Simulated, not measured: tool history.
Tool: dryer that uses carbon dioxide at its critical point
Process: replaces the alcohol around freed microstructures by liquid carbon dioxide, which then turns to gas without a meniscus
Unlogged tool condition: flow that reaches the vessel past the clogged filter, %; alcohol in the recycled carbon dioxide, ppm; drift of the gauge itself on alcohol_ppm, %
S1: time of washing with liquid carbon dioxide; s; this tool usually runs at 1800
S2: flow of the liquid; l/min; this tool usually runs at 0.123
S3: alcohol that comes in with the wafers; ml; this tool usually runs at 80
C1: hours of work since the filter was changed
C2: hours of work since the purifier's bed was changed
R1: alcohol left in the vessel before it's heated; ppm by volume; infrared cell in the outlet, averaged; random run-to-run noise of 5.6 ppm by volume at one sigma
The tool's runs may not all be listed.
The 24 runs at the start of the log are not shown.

| run | hour | S1 | S2 | S3 | C1 | C2 | R1 |
|---|---|---|---|---|---|---|---|
| 25 | 470.3 | 1800 | 0.123 | 66 | 69 | 617 | 412 |
| 26 | 488.2 | 1500 | 0.08 | 80 | 79 | 627 | 4687 |
| 27 | 511.7 | 1200 | 0.144 | 80 | 92 | 640 | 1147 |
| 28 | 528.7 | 2040 | 0.126 | 103 | 101 | 649 | 365 |
| 29 | 554.6 | 2040 | 0.126 | 103 | 116 | 663 | 374 |
| 30 | 580.3 | 1140 | 0.092 | 103 | 130 | 678 | 9859 |
| 31 | 608.3 | 1800 | 0.123 | 93 | 146 | 693 | 575 |
| 32 | 630.6 | 2100 | 0.205 | 75 | 158 | 705 | 274 |
|  | 644.5 | purifier's bed changed |
| 33 | 653.2 | 2100 | 0.125 | 75 | 169 | 5 | 82 |
| 34 | 674.9 | 2100 | 0.125 | 75 | 181 | 17 | 93 |
| 35 | 700.2 | 1680 | 0.096 | 26 | 195 | 31 | 552 |
| 36 | 713.9 | 1980 | 0.104 | 29 | 202 | 38 | 191 |
| 37 | 730.9 | 1980 | 0.104 | 29 | 212 | 48 | 193 |
| 38 | 745.3 | 2580 | 0.11 | 40 | 220 | 56 | 52 |
| 39 | 768.6 | 2880 | 0.123 | 55 | 233 | 69 | 39 |
| 40 | 780.6 | 1860 | 0.181 | 55 | 239 | 75 | 55 |
| 41 | 797.1 | 1860 | 0.181 | 55 | 249 | 85 | 46 |
| 42 | 815.1 | 1620 | 0.176 | 80 | 258 | 94 | 97 |
| 43 | 828.6 | 1800 | 0.129 | 21 | 266 | 102 | 112 |
| 44 | 842.2 | 1800 | 0.129 | 21 | 274 | 110 | 118 |

Each row is a separate what-if for the run after 44, all from the same tool condition, not one after another. Results?
| A | 867.4 | 1800 | 0.123 | 29 | 288 | 123 | ? |
| B | 867.4 | 1800 | 0.153 | 40 | 288 | 123 | ? |
| C | 867.4 | 1140 | 0.083 | 41 | 288 | 123 | ? |

| run | R1 |
|---|---|
| A | 184 |
| B | 88 |
| C | 6239 |
With no hidden state in the tool, these same runs would have given:
| run | R1 |
|---|---|
| A | 63 |
| B | 13 |
| C | 4462 |

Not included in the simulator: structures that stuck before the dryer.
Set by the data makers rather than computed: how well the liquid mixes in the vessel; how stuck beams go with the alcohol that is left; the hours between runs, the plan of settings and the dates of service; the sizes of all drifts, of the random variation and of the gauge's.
